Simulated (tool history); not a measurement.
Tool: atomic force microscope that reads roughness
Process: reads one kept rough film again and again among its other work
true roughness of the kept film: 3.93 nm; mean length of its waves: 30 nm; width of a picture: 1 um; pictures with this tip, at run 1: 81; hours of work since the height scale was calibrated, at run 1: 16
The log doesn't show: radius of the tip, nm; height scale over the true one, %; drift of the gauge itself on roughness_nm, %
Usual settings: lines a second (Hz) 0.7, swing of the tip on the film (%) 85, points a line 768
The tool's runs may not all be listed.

run   hour  lines a second (Hz)  swing of the tip on the film (%)  points a line  pictures with this tip  hours of work since the height scale was calibrated  roughness of the kept film (nm (root mean square))
  1      0                  0.7                                85            768                      81                                                   16                                               3.291
  2   19.1                  0.7                                85            768                     110                                                   29                                               3.278
  3   35.4                1.424                                85            768                     135                                                   40                                               3.087
  4   53.1                1.424                                85            768                     162                                                   52                                               3.094
  5   75.2                1.424                                85            768                     195                                                   67                                               3.094
  6   84.1                1.816                                85            768                     209                                                   73                                               2.968
      92.5  -- new tip fitted
  7     98                1.816                                85            768                       8                                                   82                                               2.983
  8  109.5                1.816                                85            768                      25                                                   90                                               2.965
  9  130.7                1.816                                85            768                      58                                                  104                                               2.994
 10  152.8                1.816                                85            768                      91                                                  119                                               3.004
 11  167.4                1.816                                85            768                     113                                                  129                                               2.985
 12    179                1.816                                85            768                     131                                                  137                                               2.993
 13  194.6                  0.7                                66            768                     154                                                  147                                               3.434
 14  205.6                  0.7                                66            768                     171                                                  155                                               3.399
 15  224.5                  0.7                                85            768                     200                                                  168                                               3.291
 16  236.9                  0.7                                85            768                     219                                                  176                                               3.258
     240.2  -- new tip fitted
 17  256.6                  0.7                                85            768                      25                                                  189                                               3.254
 18  270.8                  0.7                                85            768                      46                                                  199                                               3.277
 19  281.1                  0.7                                85            768                      62                                                  206                                               3.263
 20  301.1                  0.7                                85            768                      92                                                  219                                               3.251
 21  322.6                  0.7                                85            768                     125                                                  234                                               3.276
 22  333.8                  0.7                                85            768                     142                                                  241                                               3.275
 23  343.8                  0.7                                85            768                     157                                                  248                                               3.286
 24  359.7                1.934                                62            845                     181                                                  259                                               3.345
 25  380.9                1.934                                62            845                     213                                                  273                                               3.312
     387.4  -- new tip fitted
 26  391.5                1.934                                62            845                       7                                                  280                                               3.349
 27  410.5                1.934                                62            845                      35                                                  293                                                3.32
 28  419.5                1.934                                62            845                      49                                                  299                                               3.335
 29  435.5                1.115                                85            573                      73                                                  310                                               3.173
 30  450.9                 2.49                                68            267                      97                                                  320                                               3.158
 31  462.9                0.836                                86            768                     115                                                  328                                               3.216
 32  474.9                  0.7                                85            410                     133                                                  336                                               3.258
 33  484.8                2.655                                56            995                     148                                                  343                                               3.333
 34  499.8                  0.7                                66            886                     171                                                  353                                               3.416
 35  520.3                2.968                                85            468                     202                                                  367                                               2.731
     533.8  -- new tip fitted
 36    542                  0.7                                59            768                      12                                                  381                                               3.432
 37  553.4                  0.7                                59            768                      29                                                  389                                                3.46
 38  573.5                  0.7                                59            768                      60                                                  403                                               3.439
 39  594.2                  0.7                                59            768                      91                                                  417                                               3.436
 40  615.9                0.554                                81            401                     124                                                  431                                               3.337
 41  624.9                3.667                                69            863                     138                                                  438                                               3.048
 42  635.9                3.667                                69            863                     155                                                  445                                               3.055
 43  654.7                1.263                                72            768                     183                                                  458                                               3.324
 44  669.7                1.977                                64            768                     206                                                  468                                               3.286
     680.3  -- new tip fitted
 45  685.9                1.977                                70            319                       9                                                  478                                               3.169

3 ways to go on from here, each from the tool as it stands after run 45. What would each give?
  A  697.7                  0.7                                78            768                      27                                                  486                                                   ?
  B  697.7                 2.63                                82            762                      27                                                  486                                                   ?
  C  697.7                  0.7                                81            698                      27                                                  486                                                   ?

run  roughness of the kept film (nm (root mean square))
  A                                               3.335
  B                                                2.87
  C                                               3.327
Without the tool's hidden state the same runs would have given:
run  roughness of the kept film (nm (root mean square))
  A                                               3.337
  B                                               2.871
  C                                               3.328
